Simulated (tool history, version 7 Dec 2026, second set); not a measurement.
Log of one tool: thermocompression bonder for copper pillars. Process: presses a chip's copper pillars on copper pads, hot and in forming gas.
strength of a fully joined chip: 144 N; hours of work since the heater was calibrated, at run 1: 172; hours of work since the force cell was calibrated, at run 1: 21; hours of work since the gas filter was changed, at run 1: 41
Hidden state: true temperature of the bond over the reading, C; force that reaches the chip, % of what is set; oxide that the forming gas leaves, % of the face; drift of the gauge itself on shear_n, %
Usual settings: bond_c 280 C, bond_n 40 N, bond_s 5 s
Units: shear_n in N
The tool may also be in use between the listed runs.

run   hour  bond_c  bond_n  bond_s  hours of work since the heater was calibrated  hours of work since the force cell was calibrated  hours of work since the gas filter was changed  shear_n
  1    0.0     280      40       5                                            172                                                 21                                              41    101.8
  2    8.9     280      40       5                                            176                                                 24                                              45    101.7
  3   24.8     280      40       5                                            182                                                 31                                              51    102.5
  4   41.8     280      40       5                                            189                                                 38                                              58    101.9
  5   53.2     280      40       5                                            194                                                 43                                              63    102.1
  6   66.3     259      40       5                                            200                                                 48                                              68     84.2
  7   74.1     259      24       5                                            203                                                 51                                              71     58.7
  8   83.1     270      24       5                                            207                                                 55                                              75     67.5
  9   95.3     270      24       5                                            212                                                 60                                              80     67.7
 10  113.0     270      24      11                                            219                                                 67                                              88     87.6
 11  124.1     270      24      11                                            224                                                 72                                              92     88.2
 12  137.9     280      40       5                                            229                                                 78                                              98    103.3
 13  150.8     280      40       5                                            235                                                 83                                             103    103.9
 14  162.4     280      40       5                                            239                                                 88                                             108    104.7
     164.1  -- gauge calibrated
 15  175.6     280      24       5                                            245                                                 93                                             113     74.4
 16  189.7     280      24       5                                            251                                                 99                                             119     75.7
 17  206.5     280      40       8                                            258                                                106                                             126    114.4
 18  224.1     280      40       8                                            265                                                113                                             134    113.8
 19  235.0     280      40       9                                            269                                                118                                             138    117.3
 20  246.4     280      40       9                                            274                                                123                                             143    117.6
 21  258.2     280      40       9                                            279                                                127                                             148    116.9
 22  271.9     263      52       9                                            285                                                133                                             153    117.4
 23  285.4     263      52       9                                            290                                                139                                             159    117.4
 24  294.1     276      52       4                                            294                                                142                                             162    108.9
 25  308.1     276      35      14                                            300                                                148                                             168    118.7
     316.9  -- gauge calibrated
 26  317.7     274      51      12                                            304                                                152                                             172    126.3
 27  325.6     262      27       5                                            307                                                155                                             175     66.1
 28  335.3     262      27       5                                            311                                                159                                             180     65.6
 29  349.5     294      32      11                                            317                                                165                                             185    120.6
 30  365.4     280      36       3                                            323                                                172                                             192     83.0
 31  380.0     306      40       4                                            329                                                178                                             198    117.1
     385.8  -- forming gas filter changed
 32  388.9     306      40       4                                            333                                                181                                               1    116.8
 33  405.4     306      40       4                                            340                                                188                                               8    116.8
 34  416.2     300      45       5                                            344                                                193                                              13    124.2
 35  424.2     307      60       8                                            347                                                196                                              16    141.3
 36  439.2     307      32       8                                            354                                                202                                              22    123.4
 37  448.5     298      44      13                                            358                                                206                                              26    138.2
 38  463.5     280      40       6                                            364                                                212                                              32    108.4

Measured less the same run without the tool's hidden state. The same run-to-run variation is in both; the gauge's scatter may not be:
run  shear_n
  1     +0.0
  2     +0.2
  3     +0.4
  4     +0.7
  5     +0.9
  6     +1.0
  7     +0.7
  8     +1.0
  9     +1.1
 10     +1.6
 11     +1.8
 12     +2.3
 13     +2.5
 14     +2.7
 15     +0.2
 16     +0.3
 17     +0.8
 18     +1.1
 19     +1.3
 20     +1.6
 21     +1.8
 22     +2.0
 23     +2.2
 24     +2.3
 25     +2.6
 26     +0.1
 27     +0.2
 28     +0.3
 29     +0.6
 30     +0.7
 31     +1.2
 32     +1.4
 33     +1.7
 34     +2.0
 35     +2.4
 36     +2.4
 37     +2.9
 38     +2.5
